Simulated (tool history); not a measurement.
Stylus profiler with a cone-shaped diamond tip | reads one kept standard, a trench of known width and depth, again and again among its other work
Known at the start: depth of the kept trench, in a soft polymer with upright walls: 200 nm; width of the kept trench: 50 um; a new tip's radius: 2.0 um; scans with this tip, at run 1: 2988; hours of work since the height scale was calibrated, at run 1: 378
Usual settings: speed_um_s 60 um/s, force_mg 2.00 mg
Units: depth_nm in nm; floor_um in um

run,hour,speed_um_s,force_mg,scans with this tip,hours of work since the height scale was calibrated,depth_nm,floor_um
1,0.0,60,2.00,2988,378,202.10,47.71
2,37.9,60,0.76,3211,407,201.27,47.48
3,62.7,60,1.40,3357,425,201.80,47.57
4,90.0,60,1.40,3519,445,201.72,47.62
5,122.9,60,1.92,3712,470,202.17,47.65
6,145.6,60,1.02,3846,487,201.52,47.51
7,184.6,60,1.02,4076,516,201.49,47.44
8,221.8,60,3.86,4295,544,203.33,47.78
9,245.1,60,3.86,4433,561,203.36,47.68
10,267.3,60,2.00,4563,578,202.31,47.56
11,305.1,60,2.00,4786,606,202.24,47.60
12,329.2,60,2.00,4928,624,202.34,47.52
13,347.3,60,2.00,5035,637,202.45,47.58
14,363.3,60,2.00,5129,649,202.42,47.57
15,388.3,60,2.00,5276,668,202.30,47.59
16,411.2,60,2.00,5411,685,202.34,47.53
17,443.5,60,2.00,5602,709,202.31,47.56
18,476.8,60,2.00,5798,734,202.36,47.54
19,508.0,60,2.00,5982,757,202.51,47.52
20,539.7,60,2.00,6169,781,202.31,47.50
21,576.4,60,2.00,6385,808,202.45,47.55
22,607.8,60,2.00,6570,832,202.52,47.46
23,632.3,60,2.00,6714,850,202.59,47.50
24,666.4,86,3.09,6915,875,203.15,47.41
25,690.6,21,3.09,7058,894,203.12,47.73
26,718.5,21,1.06,7222,914,201.89,47.65
27,753.7,22,1.06,7430,941,201.97,47.59
28,783.2,22,1.06,7604,963,201.92,47.56
29,818.1,22,1.06,7809,989,201.91,47.62
30,848.9,83,1.32,7991,1012,202.10,47.12
31,865.8,61,5.05,8090,1024,204.40,47.57
32,903.7,85,1.65,8314,1052,202.48,47.16
33,940.1,85,1.65,8528,1080,202.50,47.19
34,974.5,34,2.24,8731,1105,202.81,47.53
35,1009.4,40,4.94,8937,1131,204.33,47.61
36,1048.8,28,0.76,9169,1161,201.79,47.46
37,1087.7,38,2.68,9398,1190,203.25,47.48
38,1117.7,38,4.69,9575,1212,204.33,47.54
39,1153.7,102,1.63,9787,1239,202.64,46.96
40,1188.9,98,4.47,9995,1265,204.14,47.25
41,1207.9,23,4.78,10106,1279,204.25,47.57

Forecast run 42:
42,1236.8,23,2.00,10277,1301,?,?

depth_nm: 202.79 nm
floor_um: 47.45 um
Without the tool's hidden state the same run would have given depth_nm 201.89 nm, floor_um 48.06 um.
